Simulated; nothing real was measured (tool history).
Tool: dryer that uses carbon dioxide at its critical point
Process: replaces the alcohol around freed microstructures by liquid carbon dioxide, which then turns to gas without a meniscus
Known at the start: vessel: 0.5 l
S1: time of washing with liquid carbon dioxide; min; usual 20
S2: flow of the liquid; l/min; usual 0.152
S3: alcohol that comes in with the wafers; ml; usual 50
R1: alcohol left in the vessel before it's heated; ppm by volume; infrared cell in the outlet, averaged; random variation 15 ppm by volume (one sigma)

{"run": 1, "hour": 0.0, "S1": 20, "S2": 0.152, "S3": 50, "R1": 1335}
{"run": 2, "hour": 19.4, "S1": 20, "S2": 0.152, "S3": 50, "R1": 1365}
{"run": 3, "hour": 34.7, "S1": 20, "S2": 0.112, "S3": 50, "R1": 4390}
{"run": 4, "hour": 54.1, "S1": 20, "S2": 0.152, "S3": 50, "R1": 1426}
{"run": 5, "hour": 75.1, "S1": 20, "S2": 0.152, "S3": 50, "R1": 1404}
{"run": 6, "hour": 84.2, "S1": 20, "S2": 0.152, "S3": 50, "R1": 1411}
{"run": 7, "hour": 103.6, "S1": 20, "S2": 0.152, "S3": 50, "R1": 1432}
{"run": 8, "hour": 124.0, "S1": 20, "S2": 0.256, "S3": 50, "R1": 130}
{"run": 9, "hour": 145.8, "S1": 20, "S2": 0.256, "S3": 50, "R1": 131}
{"run": 10, "hour": 158.7, "S1": 20, "S2": 0.256, "S3": 50, "R1": 141}
{"run": 11, "hour": 174.6, "S1": 20, "S2": 0.256, "S3": 50, "R1": 135}
{"run": 12, "hour": 189.2, "S1": 20, "S2": 0.152, "S3": 50, "R1": 1540}
{"run": 13, "hour": 209.4, "S1": 26, "S2": 0.152, "S3": 50, "R1": 506}
{"run": 14, "hour": 222.0, "S1": 26, "S2": 0.235, "S3": 50, "R1": 90}
{"run": 15, "hour": 238.0, "S1": 26, "S2": 0.169, "S3": 50, "R1": 302}
{"run": 16, "hour": 257.6, "S1": 26, "S2": 0.169, "S3": 50, "R1": 317}
{"run": 17, "hour": 268.1, "S1": 26, "S2": 0.169, "S3": 50, "R1": 327}
{"run": 18, "hour": 281.7, "S1": 14, "S2": 0.097, "S3": 21, "R1": 7163}
{"run": 19, "hour": 298.7, "S1": 14, "S2": 0.113, "S3": 29, "R1": 5617}
{"run": 20, "hour": 320.4, "S1": 20, "S2": 0.152, "S3": 85, "R1": 1827}
{"run": 21, "hour": 339.5, "S1": 25, "S2": 0.133, "S3": 75, "R1": 1120}
{"run": 22, "hour": 351.0, "S1": 13, "S2": 0.152, "S3": 75, "R1": 7724}
{"run": 23, "hour": 372.4, "S1": 25, "S2": 0.152, "S3": 75, "R1": 589}
{"run": 24, "hour": 392.9, "S1": 29, "S2": 0.189, "S3": 101, "R1": 150}
{"run": 25, "hour": 405.9, "S1": 29, "S2": 0.189, "S3": 101, "R1": 153}
{"run": 26, "hour": 425.0, "S1": 27, "S2": 0.185, "S3": 54, "R1": 159}

Taken out of this log: 1 entry between the listed runs. Where each belongs, and how the hidden state differs across it:
Between runs 18 and 19: inlet filter changed (hour 296.5)
  flow that reaches the vessel past the clogged filter, %: 89.1 -> 99.6; alcohol in the recycled carbon dioxide, ppm: 87.6 -> 89.5
  measured less the result without the state, R1: +1479 -> +139 ppm by volume

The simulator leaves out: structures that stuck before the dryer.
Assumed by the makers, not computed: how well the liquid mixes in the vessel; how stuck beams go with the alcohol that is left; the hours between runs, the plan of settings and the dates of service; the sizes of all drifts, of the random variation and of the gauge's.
